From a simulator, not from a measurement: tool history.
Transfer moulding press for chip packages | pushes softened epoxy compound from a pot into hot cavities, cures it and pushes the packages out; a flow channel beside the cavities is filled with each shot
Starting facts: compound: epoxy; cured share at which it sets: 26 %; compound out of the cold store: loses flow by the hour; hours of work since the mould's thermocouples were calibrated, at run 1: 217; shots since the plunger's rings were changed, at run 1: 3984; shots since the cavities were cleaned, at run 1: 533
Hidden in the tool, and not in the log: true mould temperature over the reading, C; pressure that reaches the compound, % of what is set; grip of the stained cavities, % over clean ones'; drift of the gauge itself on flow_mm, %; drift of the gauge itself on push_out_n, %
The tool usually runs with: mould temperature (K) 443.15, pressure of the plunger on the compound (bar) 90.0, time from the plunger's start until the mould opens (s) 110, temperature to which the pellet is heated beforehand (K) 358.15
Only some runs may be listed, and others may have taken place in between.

run   hour  mould temperature (K)  pressure of the plunger on the compound (bar)  time from the plunger's start until the mould opens (s)  temperature to which the pellet is heated beforehand (K)  hours of work since the mould's thermocouples were calibrated  shots since the plunger's rings were changed  shots since the cavities were cleaned  incoming compound's hours out of the cold store  length that the compound runs in the flow channel (mm)  greatest force on the pins that push the packages out (N)
  1    0.0                 443.15                                           90.0                                                      110                                                    358.15                                                            217                                          3984                                    533                                             43.6                                                     461                                                        665
  2   12.2                 443.15                                           90.0                                                      110                                                    358.15                                                            225                                          4125                                    674                                             20.4                                                     560                                                        715
      26.8  -- cavities cleaned with cleaning compound and waxed
  3   29.2                 443.15                                           90.0                                                      110                                                    358.15                                                            234                                          4305                                     28                                             46.6                                                     444                                                        505
  4   46.1                 443.15                                           90.0                                                      110                                                    358.15                                                            245                                          4501                                    224                                             41.3                                                     464                                                        598
  5   60.9                 443.15                                           90.0                                                      110                                                    358.15                                                            254                                          4672                                    395                                             42.8                                                     457                                                        646
  6   78.4                 443.15                                           90.0                                                      110                                                    358.15                                                            265                                          4874                                    597                                             23.6                                                     537                                                        725
  7   95.6                 443.15                                           90.0                                                      110                                                    358.15                                                            276                                          5074                                    797                                             12.9                                                     591                                                        725
     100.8  -- cavities cleaned with cleaning compound and waxed
  8  111.2                 443.15                                           90.0                                                      110                                                    358.15                                                            285                                          5237                                    120                                             45.6                                                     444                                                        533
  9  123.6                 443.15                                           90.0                                                      110                                                    358.15                                                            293                                          5381                                    264                                             46.7                                                     442                                                        615
 10  142.1                 443.15                                           90.0                                                      110                                                    358.15                                                            305                                          5595                                    478                                             15.2                                                     577                                                        717
 11  162.7                 443.15                                           90.0                                                      110                                                    358.15                                                            318                                          5834                                    717                                             38.7                                                     472                                                        729
     173.8  -- cavities cleaned with cleaning compound and waxed
 12  183.4                 443.15                                           90.0                                                      110                                                    358.15                                                            330                                          6056                                    111                                             46.7                                                     440                                                        567
 13  194.4                 443.15                                           70.9                                                      110                                                    358.15                                                            337                                          6183                                    238                                             18.8                                                     495                                                        613
 14  215.1                 443.15                                           70.9                                                      110                                                    358.15                                                            350                                          6424                                    479                                             13.8                                                     514                                                        677
 15  233.6                 443.15                                           90.0                                                      110                                                    365.15                                                            361                                          6638                                    693                                             30.0                                                     508                                                        712
     242.1  -- mould's thermocouples calibrated
     244.6  -- plunger's sealing rings changed
     250.9  -- cavities cleaned with cleaning compound and waxed
 16  253.4                 443.15                                           74.1                                                      114                                                    359.15                                                              5                                            85                                     29                                             20.2                                                     525                                                        489
 17  270.0                 443.15                                           74.1                                                      114                                                    359.15                                                             15                                           277                                    221                                             26.5                                                     499                                                        588
 18  292.0                 443.15                                           74.1                                                      114                                                    359.15                                                             29                                           532                                    476                                             35.8                                                     459                                                        658
 19  304.6                 440.15                                           80.7                                                      104                                                    353.15                                                             37                                           678                                    622                                             18.1                                                     555                                                        888
 20  317.3                 440.15                                           80.7                                                      104                                                    353.15                                                             45                                           825                                    769                                             21.2                                                     543                                                        864
     324.2  -- cavities cleaned with cleaning compound and waxed
 21  334.3                 449.15                                           84.3                                                      100                                                    358.15                                                             55                                          1005                                    118                                             18.7                                                     553                                                        510
     349.5  -- mould's thermocouples calibrated, once more
 22  352.7                 443.15                                           90.0                                                      144                                                    358.15                                                              2                                          1194                                    307                                              8.1                                                     634                                                        592
 23  367.1                 443.15                                          100.2                                                      104                                                    353.15                                                             11                                          1362                                    475                                             30.8                                                     549                                                        724
 24  384.8                 439.15                                          100.2                                                      104                                                    365.15                                                             22                                          1566                                    679                                             18.8                                                     616                                                        885
     399.3  -- cavities cleaned with cleaning compound and waxed
 25  402.1                 445.15                                           94.4                                                      133                                                    358.15                                                             32                                          1749                                     32                                             21.8                                                     574                                                        480
 26  417.9                 445.15                                          103.5                                                      133                                                    350.15                                                             42                                          1933                                    216                                             32.5                                                     547                                                        534
 27  432.2                 443.15                                           77.6                                                      130                                                    358.15                                                             51                                          2099                                    382                                             46.1                                                     421                                                        596
 28  450.2                 450.15                                           80.8                                                      109                                                    366.15                                                             63                                          2307                                    590                                             16.3                                                     539                                                        662

Run 29 comes next. What will it give?
 29  468.6                 445.15                                           74.3                                                      110                                                    360.15                                                             74                                          2520                                    803                                             24.3                                                       ?                                                          ?

{"run 29": {"length that the compound runs in the flow channel (mm)": 490, "greatest force on the pins that push the packages out (N)": 685}}
Had the tool carried no hidden state, the very same run would have given length that the compound runs in the flow channel (mm) 499, greatest force on the pins that push the packages out (N) 448.

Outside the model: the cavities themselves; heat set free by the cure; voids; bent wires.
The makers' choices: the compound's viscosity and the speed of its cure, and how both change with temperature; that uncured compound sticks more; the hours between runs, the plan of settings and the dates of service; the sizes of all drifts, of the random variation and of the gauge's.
